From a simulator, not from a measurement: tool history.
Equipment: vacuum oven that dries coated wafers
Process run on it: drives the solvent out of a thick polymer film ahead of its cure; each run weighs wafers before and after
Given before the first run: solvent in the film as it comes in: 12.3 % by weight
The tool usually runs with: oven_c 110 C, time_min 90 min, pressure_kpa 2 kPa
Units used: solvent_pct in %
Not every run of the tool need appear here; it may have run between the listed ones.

run    hour  oven_c  time_min  pressure_kpa  solvent_pct
  1       0     110        90             2         1.18
  2    66.2     110        90          3.41         1.56
  3   134.7     110        90          3.41         1.62
  4   235.5     110        90          3.41         1.61
  5   299.6     110        90           3.7          1.7
  6   382.5     110        90             2         1.24
  7   493.9     110        90             2         1.27
      501.5  -- oven's thermocouples calibrated
  8   601.6     110        90             2         1.25
  9   703.7     110        73             2         1.75
 10   800.1     110        73             2         1.72
 11     896     111        90             2         1.21
 12   954.8     110        90          6.56          2.5
 13  1018.3     111       124          1.89         0.76
 14  1109.3     105        72             2         2.49
     1169.5  -- oven's thermocouples calibrated, once more
 15    1211     103        85          4.01         2.94
 16  1302.3     116        85          1.68          0.8
 17  1387.4     110        90          6.21         2.39
 18  1493.5     109        90          2.09         1.37
 19  1550.2     117        52          3.96         2.02
     1586.9  -- vacuum gauge cleaned of residue and calibrated
 20  1606.5     110        80             2         1.44
 21  1658.8     100       139          2.33         1.62
 22  1724.3     104       137           5.4         2.29
 23  1787.1     103        90          3.95         2.74

Predict each of these 4 candidate next runs independently; none follows another, all start after run 23:
  A  1871.1     109        90             2            ?
  B  1871.1      95        90             2            ?
  C  1871.1     108        90          3.95            ?
  D  1871.1     116        46          2.08            ?

run  solvent_pct
  A         1.38
  B         3.63
  C            2
  D         2.04
Without the tool's unlogged condition, the same runs would have read:
run  solvent_pct
  A         1.31
  B         3.49
  C         1.91
  D         1.95
